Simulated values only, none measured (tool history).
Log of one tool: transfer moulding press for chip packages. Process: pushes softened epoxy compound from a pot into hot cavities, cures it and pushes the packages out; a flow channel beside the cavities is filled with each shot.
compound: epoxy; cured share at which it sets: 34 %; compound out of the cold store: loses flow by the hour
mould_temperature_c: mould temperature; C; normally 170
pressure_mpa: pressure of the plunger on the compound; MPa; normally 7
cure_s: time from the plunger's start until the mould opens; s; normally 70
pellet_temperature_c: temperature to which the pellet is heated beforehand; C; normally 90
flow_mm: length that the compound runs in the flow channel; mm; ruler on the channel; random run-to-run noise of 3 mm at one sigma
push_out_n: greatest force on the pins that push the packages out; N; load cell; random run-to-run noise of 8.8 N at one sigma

run   hour  mould_temperature_c  pressure_mpa  cure_s  pellet_temperature_c  incoming compound's hours out of the cold store  flow_mm  push_out_n
  1      0                  170             7      70                    90                                              8.1     1014         396
      36.4  -- cavities cleaned with cleaning compound and waxed
  2   53.2                  170             7      70                    90                                             16.3      959         394
      72.3  -- cavities cleaned with cleaning compound and waxed
  3   92.1                  165             7      70                    90                                             43.3      842         528
     108.3  -- cavities cleaned with cleaning compound and waxed
       144  -- cavities cleaned with cleaning compound and waxed
  4    144                  165             7      70                    90                                             46.9      828         513
  5  166.7                  165             7      70                    90                                             17.2      977         570
     177.8  -- cavities cleaned with cleaning compound and waxed
  6    198                  170             7      64                    90                                             31.2      883         461
     213.7  -- cavities cleaned with cleaning compound and waxed
  7  234.4                  170             7      64                    90                                             17.4      953         493
     248.2  -- cavities cleaned with cleaning compound and waxed
  8  261.1                  170             7      70                    92                                               38      851         376
     282.5  -- cavities cleaned with cleaning compound and waxed
  9  298.4                  170             7      70                    92                                             47.1      807         378
     317.2  -- cavities cleaned with cleaning compound and waxed
     332.6  -- plunger's sealing rings changed
     353.4  -- cavities cleaned with cleaning compound and waxed
 10  356.6                  170             7      70                    84                                             13.4      983         417
 11  383.6                  170             7      70                    99                                             18.8      953         376
       388  -- mould's thermocouples calibrated
     389.5  -- cavities cleaned with cleaning compound and waxed
 12  419.2                  170             7      70                    99                                             29.3      890         378
     424.2  -- cavities cleaned with cleaning compound and waxed
 13  455.7                  170             7      70                    80                                             43.2      826         388
     459.4  -- cavities cleaned with cleaning compound and waxed
 14  488.7                  170          6.62      70                    90                                             25.1      888         394
     494.1  -- cavities cleaned with cleaning compound and waxed
     528.6  -- cavities cleaned with cleaning compound and waxed
 15  532.5                  170             7      56                    99                                             45.5      810         550
     563.5  -- cavities cleaned with cleaning compound and waxed
 16  580.4                  170             7      56                    99                                             23.3      920         614
     599.3  -- cavities cleaned with cleaning compound and waxed
 17  607.4                  170          6.39      60                    99                                              9.1      961         554
 18  629.5                  174          6.59      58                    88                                             36.3      827         420
     633.6  -- cavities cleaned with cleaning compound and waxed
     670.5  -- cavities cleaned with cleaning compound and waxed
 19  673.7                  169             7      91                    90                                             24.5      924         283
     704.6  -- cavities cleaned with cleaning compound and waxed
 20  710.1                  169             7      91                    90                                               38      853         307
     740.8  -- cavities cleaned with cleaning compound and waxed
 21  746.8                  169             7      91                    90                                             27.3      908         291
     776.2  -- cavities cleaned with cleaning compound and waxed
 22  791.9                  166          7.88      67                    95                                             40.3      904         533
     812.9  -- cavities cleaned with cleaning compound and waxed
     817.8  -- plunger's sealing rings changed
 23  831.4                  166          7.88      67                    95                                             43.7      888         517
     851.6  -- cavities cleaned with cleaning compound and waxed
 24  882.5                  171             7      50                    90                                             29.4      890         762
     886.2  -- cavities cleaned with cleaning compound and waxed
 25  909.1                  170             7      70                    90                                              9.1     1008         411

A few steps of push_out_n between consecutive runs. Split each: what settings, incoming material and random variation would produce without the hidden state, and what is left over for the hidden state, along with gauge scatter present in only one of the two compared results (measured, and without hidden state):
The tool's hidden condition here consists of: true mould temperature over the reading, C; pressure that reaches the compound, % of what is set; grip of the stained cavities, % over clean ones'; drift of the gauge itself on flow_mm, %; drift of the gauge itself on push_out_n, %.
Run 3 -> 4: cavities cleaned with cleaning compound and waxed, cavities cleaned with cleaning compound and waxed. push_out_n -15 N: hidden state -7, all else -8.
Run 4 -> 5: no setting touched and nothing written in the log between the runs. push_out_n +57 N: hidden state +9, all else +48.
Run 23 -> 24: mould_temperature_c 166 -> 171, pressure_mpa 7.88 -> 7, cure_s 67 -> 50, pellet_temperature_c 95 -> 90, cavities cleaned with cleaning compound and waxed. push_out_n +245 N: hidden state +6, all else +239.
Run 24 -> 25: mould_temperature_c 171 -> 170, cure_s 50 -> 70, cavities cleaned with cleaning compound and waxed. push_out_n -351 N: hidden state -6, all else -345.

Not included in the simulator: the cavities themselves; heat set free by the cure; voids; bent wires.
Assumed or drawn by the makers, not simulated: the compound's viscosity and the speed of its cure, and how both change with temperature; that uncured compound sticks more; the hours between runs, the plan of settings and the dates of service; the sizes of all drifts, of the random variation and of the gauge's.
